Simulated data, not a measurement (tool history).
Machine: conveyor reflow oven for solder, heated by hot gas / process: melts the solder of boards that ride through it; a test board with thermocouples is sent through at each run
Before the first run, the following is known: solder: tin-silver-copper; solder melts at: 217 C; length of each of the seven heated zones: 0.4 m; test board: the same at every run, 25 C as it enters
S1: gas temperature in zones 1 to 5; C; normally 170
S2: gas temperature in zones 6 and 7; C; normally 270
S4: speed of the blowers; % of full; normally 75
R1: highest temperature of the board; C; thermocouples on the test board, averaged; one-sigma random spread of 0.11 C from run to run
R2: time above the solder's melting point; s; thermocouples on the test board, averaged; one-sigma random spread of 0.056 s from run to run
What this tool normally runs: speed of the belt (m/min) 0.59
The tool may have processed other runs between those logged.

{"run": 1, "day": 0.0, "S1": 170, "S2": 270, "speed of the belt (m/min)": 0.59, "S4": 75, "R1": 259.5, "R2": 66.68}
{"day": 1.846, "done": "flux residue cleaned out of gas plates and filters"}
{"run": 2, "day": 3.833, "S1": 161, "S2": 270, "speed of the belt (m/min)": 0.59, "S4": 75, "R1": 257.6, "R2": 62.69}
{"run": 3, "day": 6.767, "S1": 161, "S2": 270, "speed of the belt (m/min)": 0.59, "S4": 75, "R1": 257.5, "R2": 62.44}
{"run": 4, "day": 9.196, "S1": 170, "S2": 266, "speed of the belt (m/min)": 0.59, "S4": 75, "R1": 254.8, "R2": 63.77}
{"run": 5, "day": 12.712, "S1": 170, "S2": 266, "speed of the belt (m/min)": 0.59, "S4": 75, "R1": 254.4, "R2": 63.59}
{"run": 6, "day": 16.154, "S1": 170, "S2": 270, "speed of the belt (m/min)": 0.59, "S4": 75, "R1": 258.1, "R2": 65.78}
{"day": 16.717, "done": "flux residue cleaned out of gas plates and filters, once more"}
{"run": 7, "day": 20.546, "S1": 170, "S2": 270, "speed of the belt (m/min)": 0.59, "S4": 75, "R1": 259.9, "R2": 67.29}
{"run": 8, "day": 24.221, "S1": 170, "S2": 270, "speed of the belt (m/min)": 0.59, "S4": 75, "R1": 259.7, "R2": 67.27}
{"run": 9, "day": 27.575, "S1": 170, "S2": 270, "speed of the belt (m/min)": 0.59, "S4": 75, "R1": 259.6, "R2": 67.24}
{"run": 10, "day": 29.375, "S1": 170, "S2": 270, "speed of the belt (m/min)": 0.59, "S4": 75, "R1": 259.4, "R2": 67.25}
{"run": 11, "day": 31.379, "S1": 170, "S2": 270, "speed of the belt (m/min)": 0.59, "S4": 83, "R1": 260.8, "R2": 68.17}
{"day": 31.8, "done": "thermocouples of zones 6 and 7 changed"}
{"run": 12, "day": 34.646, "S1": 170, "S2": 270, "speed of the belt (m/min)": 0.59, "S4": 83, "R1": 261.8, "R2": 68.68}
{"run": 13, "day": 36.383, "S1": 170, "S2": 270, "speed of the belt (m/min)": 0.59, "S4": 57, "R1": 256.9, "R2": 64.48}
{"run": 14, "day": 39.162, "S1": 170, "S2": 270, "speed of the belt (m/min)": 0.688, "S4": 75, "R1": 255.9, "R2": 54.78}
{"day": 41.788, "done": "belt drive overhauled, speed set with a stopwatch"}
{"run": 15, "day": 43.029, "S1": 170, "S2": 266, "speed of the belt (m/min)": 0.688, "S4": 75, "R1": 251.9, "R2": 51.6}
{"day": 46.883, "done": "flux residue cleaned out of gas plates and filters"}
{"run": 16, "day": 47.133, "S1": 170, "S2": 266, "speed of the belt (m/min)": 0.688, "S4": 75, "R1": 252.9, "R2": 52.33}
{"run": 17, "day": 49.592, "S1": 170, "S2": 270, "speed of the belt (m/min)": 0.612, "S4": 68, "R1": 258.3, "R2": 62.73}
{"run": 18, "day": 51.942, "S1": 170, "S2": 270, "speed of the belt (m/min)": 0.633, "S4": 53, "R1": 253.2, "R2": 56.34}
{"run": 19, "day": 53.783, "S1": 176, "S2": 278, "speed of the belt (m/min)": 0.633, "S4": 53, "R1": 261.4, "R2": 63.62}
{"run": 20, "day": 57.025, "S1": 176, "S2": 278, "speed of the belt (m/min)": 0.633, "S4": 53, "R1": 261.2, "R2": 63.37}
{"run": 21, "day": 60.738, "S1": 185, "S2": 262, "speed of the belt (m/min)": 0.629, "S4": 75, "R1": 252.8, "R2": 63.67}
{"run": 22, "day": 62.479, "S1": 185, "S2": 262, "speed of the belt (m/min)": 0.629, "S4": 58, "R1": 249.7, "R2": 60.67}
{"run": 23, "day": 64.396, "S1": 172, "S2": 262, "speed of the belt (m/min)": 0.71, "S4": 75, "R1": 247.9, "R2": 47.82}
{"run": 24, "day": 67.05, "S1": 172, "S2": 262, "speed of the belt (m/min)": 0.71, "S4": 75, "R1": 247.7, "R2": 47.73}
{"run": 25, "day": 70.196, "S1": 172, "S2": 262, "speed of the belt (m/min)": 0.71, "S4": 75, "R1": 247.6, "R2": 47.67}
{"run": 26, "day": 73.567, "S1": 172, "S2": 262, "speed of the belt (m/min)": 0.71, "S4": 75, "R1": 247.4, "R2": 47.45}
{"run": 27, "day": 75.346, "S1": 172, "S2": 262, "speed of the belt (m/min)": 0.71, "S4": 75, "R1": 247.3, "R2": 47.43}
{"day": 76.779, "done": "flux residue cleaned out of gas plates and filters"}
{"run": 28, "day": 78.083, "S1": 172, "S2": 262, "speed of the belt (m/min)": 0.71, "S4": 75, "R1": 248.5, "R2": 48.57}
{"run": 29, "day": 81.712, "S1": 169, "S2": 268, "speed of the belt (m/min)": 0.622, "S4": 75, "R1": 257, "R2": 61.21}
{"run": 30, "day": 84.662, "S1": 170, "S2": 270, "speed of the belt (m/min)": 0.612, "S4": 75, "R1": 258.8, "R2": 63.97}

4 ways to go on from here, each from the tool as it stands after run 30. What would each give?
{"run": "A", "day": 87.012, "S1": 170, "S2": 270, "speed of the belt (m/min)": 0.612, "S4": 60, "R1": "?", "R2": "?"}
{"run": "B", "day": 87.012, "S1": 170, "S2": 279, "speed of the belt (m/min)": 0.642, "S4": 75, "R1": "?", "R2": "?"}
{"run": "C", "day": 87.012, "S1": 167, "S2": 269, "speed of the belt (m/min)": 0.59, "S4": 56, "R1": "?", "R2": "?"}
{"run": "D", "day": 87.012, "S1": 172, "S2": 270, "speed of the belt (m/min)": 0.593, "S4": 75, "R1": "?", "R2": "?"}

run=A R1=255.9 R2=61.22
run=B R1=266.1 R2=64.19
run=C R1=254.6 R2=61.62
run=D R1=260 R2=67.31
Stripped of hidden state, with their random variation kept, the same runs would have yielded:
run=A R1=256.8 R2=61.34
run=B R1=267.1 R2=64.17
run=C R1=255.5 R2=61.77
run=D R1=261 R2=67.34
